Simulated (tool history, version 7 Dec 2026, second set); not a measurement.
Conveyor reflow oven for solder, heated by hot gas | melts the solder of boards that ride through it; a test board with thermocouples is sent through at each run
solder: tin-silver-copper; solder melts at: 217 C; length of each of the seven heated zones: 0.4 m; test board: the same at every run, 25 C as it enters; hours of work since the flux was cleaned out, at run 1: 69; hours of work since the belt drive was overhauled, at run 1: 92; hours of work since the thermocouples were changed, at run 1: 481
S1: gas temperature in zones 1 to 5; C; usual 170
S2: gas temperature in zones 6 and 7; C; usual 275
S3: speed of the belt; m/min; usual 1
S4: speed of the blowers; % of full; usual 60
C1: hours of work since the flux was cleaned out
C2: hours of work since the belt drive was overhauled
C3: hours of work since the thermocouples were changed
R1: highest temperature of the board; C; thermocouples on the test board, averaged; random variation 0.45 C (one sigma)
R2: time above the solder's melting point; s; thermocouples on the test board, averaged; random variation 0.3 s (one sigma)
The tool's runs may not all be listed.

run	hour	S1	S2	S3	S4	C1	C2	C3	R1	R2
1	0	170	275	1	60	69	92	481	255.8	36.2
2	25.6	170	275	1	60	87	110	499	255.7	35.7
3	45.8	165	275	1	60	101	124	513	255	34.3
4	72	165	275	1	60	120	143	532	254.4	34.1
5	94.4	165	275	1	60	136	159	548	254	34.7
6	114	165	275	1	60	150	173	562	253.7	34.2
7	140.5	170	275	0.95	60	168	191	580	256.8	38.9
8	154.2	170	275	0.95	60	178	201	590	256.7	38.6
9	181.4	170	275	0.95	60	197	220	609	257.7	38.9
# hour 193: flux residue cleaned out of gas plates and filters
10	198.1	170	275	0.95	60	4	229	618	259.4	39.2
11	224.3	182	273	1	71	22	247	636	258.7	39.8
12	251.5	170	273	0.89	85	41	267	656	261.4	44.7
13	272	156	264	1.04	55	56	281	670	240.5	24
14	292	170	275	1	56	70	295	684	255.1	35.9
15	315.8	170	264	1	60	87	312	701	246.5	32.1
16	326.9	170	279	0.98	62	95	320	709	261.2	39.6
17	351.8	170	289	0.9	84	113	338	727	276.7	48.3
18	369.8	170	268	0.9	84	125	350	739	257.4	41.6
19	392.6	183	275	1	79	141	367	756	261.2	41.4

Hidden state at the last listed run before each entry between runs and at the first one after, where it differs:
Between runs 9 and 10: flux residue cleaned out of gas plates and filters (hour 193)
  heat that the gas passes to the board, % of a clean oven's: 95 -> 99.6; belt's true speed, % of the reading: 99.63 -> 99.62; true gas temperature in zones 6 and 7 over the reading, C: 1.31 -> 1.34
  measured less the result without the state, R1: +0.2 -> +1.2 C; R2: +0 -> +0.6 s
